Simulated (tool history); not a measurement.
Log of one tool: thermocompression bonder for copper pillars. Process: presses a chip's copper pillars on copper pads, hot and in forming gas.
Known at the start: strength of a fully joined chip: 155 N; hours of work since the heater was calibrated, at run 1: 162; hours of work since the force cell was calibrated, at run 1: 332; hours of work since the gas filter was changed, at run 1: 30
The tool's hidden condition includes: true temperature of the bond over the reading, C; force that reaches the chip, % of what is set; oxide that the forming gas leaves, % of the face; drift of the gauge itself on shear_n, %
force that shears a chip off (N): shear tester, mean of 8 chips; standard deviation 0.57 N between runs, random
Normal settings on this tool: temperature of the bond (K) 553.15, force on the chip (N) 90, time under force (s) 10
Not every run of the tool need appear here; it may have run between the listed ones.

run	hour	temperature of the bond (K)	force on the chip (N)	time under force (s)	hours of work since the heater was calibrated	hours of work since the force cell was calibrated	hours of work since the gas filter was changed	force that shears a chip off (N)
1	0.0	553.15	90	10	162	332	30	117.3
2	14.9	553.15	90	10	172	341	40	116.5
3	36.5	553.15	90	10	186	355	54	116.4
4	56.2	553.15	90	10	199	368	67	115.5
5	72.5	553.15	90	10	209	379	77	115.8
6	94.2	553.15	90	10	223	393	91	116.1
7	105.4	553.15	90	10	231	400	99	116.1
8	125.7	542.15	90	10	244	413	112	104.1
9	140.2	542.15	90	10	253	423	121	104.2
10	161.4	542.15	90	10	267	436	135	104.9
11	183.0	542.15	90	10	281	451	149	103.6
12	194.0	542.15	90	10	288	458	156	104.1
13	215.9	542.15	90	10	302	472	170	104.7
14	228.2	542.15	90	10	310	480	178	103.4
15	247.2	542.15	90	10	323	492	191	103.9
16	267.0	553.15	90	10	336	505	204	114.0
17	285.1	568.15	90	10	347	517	215	127.1
18	307.4	568.15	90	10	362	531	230	125.7
19	316.7	568.15	90	13	368	537	236	129.7
20	326.2	568.15	90	13	374	543	242	130.0
21	345.3	553.15	90	6	386	556	254	100.2
22	367.7	553.15	90	6	401	570	269	99.9
23	384.4	553.15	90	6	412	581	280	100.2
24	399.5	528.15	59	6	422	591	290	59.8
25	410.0	528.15	59	6	428	598	296	60.1
26	426.5	579.15	59	16	439	609	307	128.3
27	448.8	553.15	90	8	454	623	322	107.0
28	463.7	565.15	90	22	463	633	331	134.7
29	477.9	565.15	90	22	472	642	340	135.2
30	489.8	565.15	90	22	480	650	348	135.7
31	511.7	553.15	119	10	494	664	362	120.8
32	531.0	553.15	76	6	507	676	375	92.1
33	545.5	542.15	90	10	516	686	384	102.4
34	561.0	542.15	90	10	526	696	394	101.3
35	575.4	542.15	90	10	536	705	404	101.8
36	593.2	553.15	55	9	547	717	415	89.7
37	605.2	535.15	73	6	555	725	423	73.8
38	617.3	553.15	90	17	563	732	431	122.6
39	637.3	553.15	90	17	576	745	444	123.1
40	650.1	536.15	89	15	584	754	452	105.4

4 options for the next run, each taken on its own from the tool as it stands now. Forecast them:
A	663.7	541.15	98	25	593	763	461	?
B	663.7	556.15	56	15	593	763	461	?
C	663.7	568.15	69	15	593	763	461	?
D	663.7	546.15	83	10	593	763	461	?

run	force that shears a chip off (N)
A	123.1
B	105.2
C	121.3
D	101.1
With the hidden condition removed and each run's random variation left untouched, the same runs would have given:
run	force that shears a chip off (N)
A	130.6
B	110.0
C	129.0
D	105.1

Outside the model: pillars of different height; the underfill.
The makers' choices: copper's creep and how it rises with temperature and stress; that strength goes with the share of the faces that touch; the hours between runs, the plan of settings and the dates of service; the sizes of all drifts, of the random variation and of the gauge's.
